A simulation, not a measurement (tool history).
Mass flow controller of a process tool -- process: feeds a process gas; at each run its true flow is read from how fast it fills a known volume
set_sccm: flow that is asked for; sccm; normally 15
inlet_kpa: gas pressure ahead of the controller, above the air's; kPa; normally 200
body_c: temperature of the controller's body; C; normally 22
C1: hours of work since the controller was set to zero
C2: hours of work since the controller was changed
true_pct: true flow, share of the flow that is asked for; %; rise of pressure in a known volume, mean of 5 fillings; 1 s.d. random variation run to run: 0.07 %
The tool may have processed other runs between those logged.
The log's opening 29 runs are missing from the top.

Run 30, hour 7196.1: usual settings but set_sccm 37 sccm, inlet_kpa 184 kPa; C1 179; C2 6181. Result: true_pct 99.51 %.
Run 31, hour 7464.1: usual settings but set_sccm 10 sccm, inlet_kpa 188 kPa, body_c 31 C; C1 277; C2 6280. Result: true_pct 98.51 %.
Run 32, hour 7794.1: usual settings but set_sccm 10 sccm, inlet_kpa 188 kPa, body_c 31 C; C1 398; C2 6400. Result: true_pct 98.57 %.
Run 33, hour 8048.5: usual settings but inlet_kpa 178 kPa; C1 491; C2 6493. Result: true_pct 98.79 %.
Run 34, hour 8347.1: usual settings but set_sccm 35 sccm, inlet_kpa 161 kPa, body_c 20 C; C1 600; C2 6603. Result: true_pct 99.42 %.
Run 35, hour 8677.4: usual settings but set_sccm 10 sccm, inlet_kpa 266 kPa, body_c 38 C; C1 721; C2 6724. Result: true_pct 98.14 %.
Run 36, hour 8978.9: usual settings but inlet_kpa 188 kPa, body_c 31 C; C1 831; C2 6834. Result: true_pct 98.39 %.
Run 37, hour 9176: usual settings but set_sccm 7 sccm, inlet_kpa 272 kPa, body_c 37 C; C1 904; C2 6906. Result: true_pct 98 %.
Run 38, hour 9428: usual settings but set_sccm 7 sccm, inlet_kpa 272 kPa, body_c 37 C; C1 996; C2 6998. Result: true_pct 97.99 %.
Run 39, hour 9761.3: usual settings but set_sccm 9 sccm, body_c 21 C; C1 1118; C2 7120. Result: true_pct 98.62 %.
Run 40, hour 10093.3: usual settings but set_sccm 39 sccm, inlet_kpa 196 kPa, body_c 23 C; C1 1239; C2 7242. Result: true_pct 99.31 %.
Run 41, hour 10387.1: usual settings but set_sccm 39 sccm, inlet_kpa 196 kPa, body_c 23 C; C1 1347; C2 7349. Result: true_pct 99.22 %.
Run 42, hour 10589.5: usual settings but set_sccm 39 sccm, inlet_kpa 196 kPa, body_c 23 C; C1 1421; C2 7424. Result: true_pct 99.36 %.
Run 43, hour 10839.7: usual settings but set_sccm 39 sccm, inlet_kpa 196 kPa, body_c 23 C; C1 1513; C2 7515. Result: true_pct 99.21 %.
Run 44, hour 11158.4: usual settings but set_sccm 16 sccm, inlet_kpa 165 kPa; C1 1629; C2 7632. Result: true_pct 98.48 %.
Run 45, hour 11466.3: usual settings but set_sccm 16 sccm, inlet_kpa 165 kPa; C1 1742; C2 7744. Result: true_pct 98.37 %.
Run 46, hour 11706.2: usual settings but set_sccm 23 sccm, inlet_kpa 189 kPa, body_c 20 C; C1 1830; C2 7832. Result: true_pct 98.76 %.
Run 47, hour 11892.7: usual settings but set_sccm 23 sccm, inlet_kpa 189 kPa, body_c 20 C; C1 1898; C2 7901. Result: true_pct 98.72 %.

Run 48 is up next; what results do you expect?
Run 48, hour 12044.4: usual settings but set_sccm 17 sccm, inlet_kpa 226 kPa, body_c 20 C; C1 1953; C2 7956. Result: true_pct ?.

Run 48 yielded true_pct 98.53 %.
With the hidden condition absent and the run-to-run variation left alone, this run would have shown true_pct 99.21 %.
